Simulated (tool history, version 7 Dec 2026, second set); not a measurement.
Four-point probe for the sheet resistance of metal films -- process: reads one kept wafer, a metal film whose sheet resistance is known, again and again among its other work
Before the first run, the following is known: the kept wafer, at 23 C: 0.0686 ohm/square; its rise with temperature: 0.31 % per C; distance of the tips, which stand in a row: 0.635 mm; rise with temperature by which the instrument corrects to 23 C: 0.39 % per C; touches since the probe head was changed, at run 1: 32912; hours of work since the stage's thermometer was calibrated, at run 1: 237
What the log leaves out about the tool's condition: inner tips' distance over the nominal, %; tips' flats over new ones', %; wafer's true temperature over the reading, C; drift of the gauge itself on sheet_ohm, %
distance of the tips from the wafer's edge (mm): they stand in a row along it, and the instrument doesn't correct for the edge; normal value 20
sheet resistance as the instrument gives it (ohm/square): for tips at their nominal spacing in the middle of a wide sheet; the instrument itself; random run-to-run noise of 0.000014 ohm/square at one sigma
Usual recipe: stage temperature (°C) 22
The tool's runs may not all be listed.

run   hour  stage temperature (°C)  distance of the tips from the wafer's edge (mm)  touches since the probe head was changed  hours of work since the stage's thermometer was calibrated  sheet resistance as the instrument gives it (ohm/square)
  1      0                      22                                               20                                     32912                                                         237                                                  0.068737
  2   23.3                      22                                               20                                     33629                                                         253                                                  0.068767
  3   63.4                      22                                               20                                     34860                                                         280                                                  0.068757
  4   86.8                      30                                               20                                     35581                                                         296                                                  0.068349
  5  139.3                      30                                               20                                     37195                                                         332                                                  0.068368
  6  181.3                      22                                               16                                     38486                                                         361                                                  0.068806
  7  203.3                      22                                               16                                     39162                                                         376                                                   0.06881
  8  253.6                      22                                               16                                     40710                                                         410                                                  0.068835
  9  300.9                      22                                               16                                     42163                                                         442                                                  0.068821
 10  334.6                      22                                               16                                     43199                                                         465                                                  0.068835
 11  356.6                      22                                               16                                     43875                                                         480                                                  0.068851
 12  396.5                      22                                               16                                     45102                                                         507                                                   0.06887
 13  439.4                      22                                               16                                     46424                                                         536                                                  0.068864
 14  465.9                      29                                                3                                     47237                                                         554                                                   0.07007
 15  518.2                      21                                                6                                     48844                                                         590                                                  0.069304
 16  569.4                      21                                                6                                     50420                                                         625                                                  0.069317
 17  605.7                      28                                               25                                     51534                                                         650                                                  0.068542
 18  654.4                      25                                               70                                     53034                                                         683                                                  0.068735
 19  707.1                      32                                               17                                     54652                                                         719                                                  0.068413
 20  749.5                      29                                               16                                     55955                                                         747                                                  0.068618
 21  801.4                      21                                               16                                     57551                                                         783                                                  0.068979

What will run 22 give?
 22  824.5                      32                                                4                                     58261                                                         798                                                         ?

{"run 22": {"sheet resistance as the instrument gives it (ohm/square)": 0.069312}}
With the hidden condition absent and the run-to-run variation left alone, this run would have shown sheet resistance as the instrument gives it (ohm/square) 0.069071.

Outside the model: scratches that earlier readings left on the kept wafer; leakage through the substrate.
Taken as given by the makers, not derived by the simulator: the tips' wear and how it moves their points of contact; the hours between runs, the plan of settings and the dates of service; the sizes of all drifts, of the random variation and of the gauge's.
